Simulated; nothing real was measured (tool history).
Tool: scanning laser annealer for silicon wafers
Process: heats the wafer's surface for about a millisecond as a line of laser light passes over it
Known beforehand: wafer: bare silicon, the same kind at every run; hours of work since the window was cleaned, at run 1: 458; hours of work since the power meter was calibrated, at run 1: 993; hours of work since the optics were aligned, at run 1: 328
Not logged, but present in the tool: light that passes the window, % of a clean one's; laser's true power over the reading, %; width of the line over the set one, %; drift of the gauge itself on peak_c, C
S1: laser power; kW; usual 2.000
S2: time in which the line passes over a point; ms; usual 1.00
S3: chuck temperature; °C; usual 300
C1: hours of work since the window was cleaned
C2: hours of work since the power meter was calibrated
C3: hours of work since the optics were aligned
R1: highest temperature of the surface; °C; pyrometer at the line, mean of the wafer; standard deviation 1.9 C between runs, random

Run 1, hour 0.0: usual settings; C1 458; C2 993; C3 328. Result: R1 1061 °C.
Run 2, hour 57.3: usual settings; C1 484; C2 1019; C3 354. Result: R1 1061 °C.
Run 3, hour 99.5: usual settings; C1 504; C2 1039; C3 373. Result: R1 1058 °C.
Run 4, hour 128.3: usual settings; C1 517; C2 1052; C3 387. Result: R1 1055 °C.
Run 5, hour 177.2: usual settings; C1 540; C2 1074; C3 409. Result: R1 1055 °C.
Run 6, hour 223.9: usual settings; C1 561; C2 1096; C3 430. Result: R1 1055 °C.
Run 7, hour 281.1: usual settings; C1 587; C2 1122; C3 457. Result: R1 1050 °C.
Run 8, hour 324.3: usual settings but S3 321 °C; C1 607; C2 1142; C3 477. Result: R1 1074 °C.
Run 9, hour 362.2: usual settings but S3 321 °C; C1 625; C2 1159; C3 494. Result: R1 1070 °C.
Run 10, hour 390.6: usual settings but S3 321 °C; C1 638; C2 1172; C3 507. Result: R1 1070 °C.
Run 11, hour 421.3: usual settings but S1 1.759 kW, S2 0.98 ms, S3 301 °C; C1 652; C2 1187; C3 521. Result: R1 952 °C.
Run 12, hour 483.9: usual settings but S1 1.759 kW, S2 0.98 ms, S3 301 °C; C1 680; C2 1215; C3 550. Result: R1 953 °C.
At hour 527.3: window over the wafer cleaned.
Run 13, hour 546.1: usual settings but S2 0.81 ms; C1 9; C2 1243; C3 578. Result: R1 1001 °C.
Run 14, hour 571.9: usual settings but S2 0.81 ms; C1 20; C2 1255; C3 589. Result: R1 1003 °C.
Run 15, hour 608.7: usual settings but S2 0.98 ms, S3 315 °C; C1 37; C2 1272; C3 606. Result: R1 1089 °C.
Run 16, hour 655.3: usual settings but S2 0.98 ms, S3 315 °C; C1 59; C2 1293; C3 628. Result: R1 1090 °C.
Run 17, hour 699.2: usual settings but S2 0.98 ms, S3 315 °C; C1 79; C2 1313; C3 648. Result: R1 1084 °C.
Run 18, hour 729.5: usual settings but S1 2.077 kW, S2 0.79 ms, S3 323 °C; C1 93; C2 1327; C3 662. Result: R1 1031 °C.
Run 19, hour 765.5: usual settings but S1 1.815 kW, S2 0.88 ms, S3 304 °C; C1 109; C2 1344; C3 678. Result: R1 964 °C.

Consider 4 possible next runs. They are alternatives, not a sequence: every one starts from the tool as it was left by run 19. What does each give?
Run A, hour 811.2: usual settings but S1 2.025 kW, S2 1.14 ms, S3 299 °C; C1 130; C2 1365; C3 699. Result: R1 ?.
Run B, hour 811.2: usual settings but S1 1.917 kW, S2 0.82 ms; C1 130; C2 1365; C3 699. Result: R1 ?.
Run C, hour 811.2: usual settings but S1 1.815 kW, S2 0.88 ms, S3 327 °C; C1 130; C2 1365; C3 699. Result: R1 ?.
Run D, hour 811.2: usual settings but S1 2.114 kW, S2 0.70 ms, S3 277 °C; C1 130; C2 1365; C3 699. Result: R1 ?.

run    R1
  A  1142
  B   971
  C   986
  D   954
With the hidden condition removed and each run's random variation left untouched, the same runs would have given:
run    R1
  A  1163
  B   988
  C  1002
  D   970

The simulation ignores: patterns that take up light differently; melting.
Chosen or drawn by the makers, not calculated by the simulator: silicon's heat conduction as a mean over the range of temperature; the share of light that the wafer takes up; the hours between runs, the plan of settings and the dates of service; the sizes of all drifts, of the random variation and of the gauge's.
